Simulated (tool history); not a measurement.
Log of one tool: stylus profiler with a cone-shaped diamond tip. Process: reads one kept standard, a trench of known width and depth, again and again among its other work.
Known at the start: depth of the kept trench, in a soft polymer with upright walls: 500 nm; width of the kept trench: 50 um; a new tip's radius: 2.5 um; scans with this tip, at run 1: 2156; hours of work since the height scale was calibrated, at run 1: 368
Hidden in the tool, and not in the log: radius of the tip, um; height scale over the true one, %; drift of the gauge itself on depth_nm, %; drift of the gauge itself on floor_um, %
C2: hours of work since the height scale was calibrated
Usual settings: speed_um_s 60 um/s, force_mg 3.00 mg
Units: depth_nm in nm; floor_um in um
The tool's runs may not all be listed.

{"run": 1, "hour": 0.0, "speed_um_s": 60, "force_mg": 3.0, "scans with this tip": 2156, "C2": 368, "depth_nm": 504.89, "floor_um": 46.5}
{"run": 2, "hour": 7.4, "speed_um_s": 60, "force_mg": 3.0, "scans with this tip": 2191, "C2": 374, "depth_nm": 504.64, "floor_um": 46.43}
{"run": 3, "hour": 23.3, "speed_um_s": 60, "force_mg": 3.0, "scans with this tip": 2265, "C2": 387, "depth_nm": 505.03, "floor_um": 46.44}
{"run": 4, "hour": 39.5, "speed_um_s": 60, "force_mg": 3.0, "scans with this tip": 2340, "C2": 399, "depth_nm": 504.82, "floor_um": 46.45}
{"run": 5, "hour": 48.7, "speed_um_s": 60, "force_mg": 3.0, "scans with this tip": 2383, "C2": 407, "depth_nm": 504.86, "floor_um": 46.44}
{"run": 6, "hour": 59.4, "speed_um_s": 60, "force_mg": 3.0, "scans with this tip": 2433, "C2": 415, "depth_nm": 505.04, "floor_um": 46.45}
{"run": 7, "hour": 69.2, "speed_um_s": 60, "force_mg": 3.0, "scans with this tip": 2479, "C2": 423, "depth_nm": 504.65, "floor_um": 46.39}
{"run": 8, "hour": 85.2, "speed_um_s": 60, "force_mg": 3.0, "scans with this tip": 2554, "C2": 436, "depth_nm": 504.95, "floor_um": 46.41}
{"run": 9, "hour": 94.2, "speed_um_s": 60, "force_mg": 2.13, "scans with this tip": 2595, "C2": 443, "depth_nm": 503.7, "floor_um": 46.38}
{"run": 10, "hour": 105.2, "speed_um_s": 60, "force_mg": 2.13, "scans with this tip": 2647, "C2": 452, "depth_nm": 503.44, "floor_um": 46.39}
{"run": 11, "hour": 121.7, "speed_um_s": 60, "force_mg": 2.13, "scans with this tip": 2723, "C2": 465, "depth_nm": 503.62, "floor_um": 46.34}
{"run": 12, "hour": 129.4, "speed_um_s": 46, "force_mg": 3.0, "scans with this tip": 2759, "C2": 471, "depth_nm": 504.79, "floor_um": 46.5}
{"run": 13, "hour": 137.5, "speed_um_s": 46, "force_mg": 3.0, "scans with this tip": 2797, "C2": 477, "depth_nm": 504.96, "floor_um": 46.48}
{"run": 14, "hour": 151.8, "speed_um_s": 60, "force_mg": 3.0, "scans with this tip": 2864, "C2": 489, "depth_nm": 505.03, "floor_um": 46.38}
{"hour": 153.1, "done": "height scale calibrated on a step standard"}
{"run": 15, "hour": 159.8, "speed_um_s": 178, "force_mg": 3.0, "scans with this tip": 2899, "C2": 5, "depth_nm": 504.87, "floor_um": 45.82}
{"run": 16, "hour": 173.2, "speed_um_s": 178, "force_mg": 3.0, "scans with this tip": 2961, "C2": 16, "depth_nm": 504.73, "floor_um": 45.77}
{"run": 17, "hour": 184.9, "speed_um_s": 178, "force_mg": 3.0, "scans with this tip": 3016, "C2": 25, "depth_nm": 504.61, "floor_um": 45.8}
{"run": 18, "hour": 200.3, "speed_um_s": 47, "force_mg": 2.57, "scans with this tip": 3087, "C2": 38, "depth_nm": 504.28, "floor_um": 46.38}
{"run": 19, "hour": 208.7, "speed_um_s": 17, "force_mg": 1.1, "scans with this tip": 3127, "C2": 44, "depth_nm": 502.03, "floor_um": 46.45}
{"hour": 216.3, "done": "height scale calibrated on a step standard, once more"}
{"run": 20, "hour": 220.6, "speed_um_s": 107, "force_mg": 1.1, "scans with this tip": 3180, "C2": 3, "depth_nm": 502.78, "floor_um": 45.71}
{"run": 21, "hour": 232.3, "speed_um_s": 80, "force_mg": 6.25, "scans with this tip": 3234, "C2": 13, "depth_nm": 508.5, "floor_um": 46.38}
{"run": 22, "hour": 248.1, "speed_um_s": 80, "force_mg": 6.25, "scans with this tip": 3308, "C2": 25, "depth_nm": 508.45, "floor_um": 46.38}
{"run": 23, "hour": 255.7, "speed_um_s": 70, "force_mg": 1.31, "scans with this tip": 3343, "C2": 31, "depth_nm": 503.32, "floor_um": 46.14}
{"run": 24, "hour": 269.7, "speed_um_s": 17, "force_mg": 1.26, "scans with this tip": 3408, "C2": 42, "depth_nm": 503.0, "floor_um": 46.57}
{"run": 25, "hour": 278.7, "speed_um_s": 17, "force_mg": 1.26, "scans with this tip": 3451, "C2": 50, "depth_nm": 502.92, "floor_um": 46.54}
{"run": 26, "hour": 286.1, "speed_um_s": 17, "force_mg": 2.78, "scans with this tip": 3485, "C2": 56, "depth_nm": 504.83, "floor_um": 46.47}
{"run": 27, "hour": 296.4, "speed_um_s": 17, "force_mg": 2.78, "scans with this tip": 3533, "C2": 64, "depth_nm": 504.88, "floor_um": 46.54}
{"run": 28, "hour": 305.4, "speed_um_s": 41, "force_mg": 6.54, "scans with this tip": 3575, "C2": 71, "depth_nm": 508.81, "floor_um": 46.52}
{"run": 29, "hour": 314.9, "speed_um_s": 105, "force_mg": 1.0, "scans with this tip": 3619, "C2": 78, "depth_nm": 502.37, "floor_um": 45.67}
{"run": 30, "hour": 324.2, "speed_um_s": 45, "force_mg": 1.83, "scans with this tip": 3663, "C2": 86, "depth_nm": 503.83, "floor_um": 46.29}
{"run": 31, "hour": 336.3, "speed_um_s": 45, "force_mg": 1.83, "scans with this tip": 3719, "C2": 95, "depth_nm": 503.57, "floor_um": 46.33}

3 ways to go on from here, each from the tool as it stands after run 31. What would each give?
{"run": "A", "hour": 348.9, "speed_um_s": 45, "force_mg": 6.84, "scans with this tip": 3778, "C2": 106, "depth_nm": "?", "floor_um": "?"}
{"run": "B", "hour": 348.9, "speed_um_s": 45, "force_mg": 7.91, "scans with this tip": 3778, "C2": 106, "depth_nm": "?", "floor_um": "?"}
{"run": "C", "hour": 348.9, "speed_um_s": 99, "force_mg": 1.37, "scans with this tip": 3778, "C2": 106, "depth_nm": "?", "floor_um": "?"}

run=A depth_nm=508.71 floor_um=46.44
run=B depth_nm=509.92 floor_um=46.47
run=C depth_nm=502.83 floor_um=45.84
Without the tool's hidden state the same runs would have given:
run=A depth_nm=508.68 floor_um=46.82
run=B depth_nm=509.88 floor_um=46.84
run=C depth_nm=502.79 floor_um=46.22
